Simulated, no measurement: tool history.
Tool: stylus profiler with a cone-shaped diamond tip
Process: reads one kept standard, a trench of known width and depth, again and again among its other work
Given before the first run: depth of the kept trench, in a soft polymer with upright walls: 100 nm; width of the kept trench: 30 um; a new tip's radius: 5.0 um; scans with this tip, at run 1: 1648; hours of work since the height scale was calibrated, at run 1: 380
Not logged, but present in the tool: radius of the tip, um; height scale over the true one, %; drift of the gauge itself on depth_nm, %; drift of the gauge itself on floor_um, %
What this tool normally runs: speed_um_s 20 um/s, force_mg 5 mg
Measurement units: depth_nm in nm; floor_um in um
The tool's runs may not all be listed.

| run | hour | speed_um_s | force_mg | scans with this tip | hours of work since the height scale was calibrated | depth_nm | floor_um |
|---|---|---|---|---|---|---|---|
| 1 | 0.0 | 20 | 5 | 1648 | 380 | 101.68 | 27.89 |
| 2 | 13.2 | 20 | 5 | 1693 | 391 | 101.58 | 27.94 |
| 3 | 31.2 | 20 | 5 | 1754 | 405 | 101.44 | 27.91 |
| 4 | 41.9 | 20 | 5 | 1791 | 413 | 101.64 | 27.87 |
| 5 | 51.2 | 20 | 5 | 1822 | 421 | 101.49 | 27.94 |
| 6 | 69.7 | 20 | 5 | 1886 | 435 | 101.55 | 27.96 |
| 7 | 78.5 | 20 | 5 | 1915 | 442 | 101.36 | 27.90 |
| 8 | 96.0 | 20 | 5 | 1975 | 456 | 101.59 | 27.87 |
| 9 | 104.7 | 20 | 5 | 2005 | 463 | 101.53 | 27.93 |
| 10 | 124.0 | 5 | 5 | 2070 | 478 | 101.47 | 27.92 |
| 11 | 135.0 | 5 | 5 | 2108 | 487 | 101.42 | 27.93 |
| 12 | 144.5 | 5 | 5 | 2140 | 494 | 101.35 | 28.00 |
| 13 | 162.4 | 8 | 5 | 2201 | 508 | 101.49 | 27.92 |
| 14 | 173.9 | 8 | 5 | 2240 | 517 | 101.65 | 27.96 |
| 15 | 185.6 | 8 | 5 | 2280 | 526 | 101.51 | 27.93 |
| 16 | 204.0 | 8 | 5 | 2343 | 541 | 101.54 | 27.91 |

What will run 17 give?
| 17 | 221.5 | 8 | 5 | 2402 | 555 | ? | ? |

Run 17 yielded depth_nm 101.41 nm, floor_um 27.92 um.
Had the tool carried no hidden state, the very same run would have given depth_nm 101.70 nm, floor_um 27.99 um.

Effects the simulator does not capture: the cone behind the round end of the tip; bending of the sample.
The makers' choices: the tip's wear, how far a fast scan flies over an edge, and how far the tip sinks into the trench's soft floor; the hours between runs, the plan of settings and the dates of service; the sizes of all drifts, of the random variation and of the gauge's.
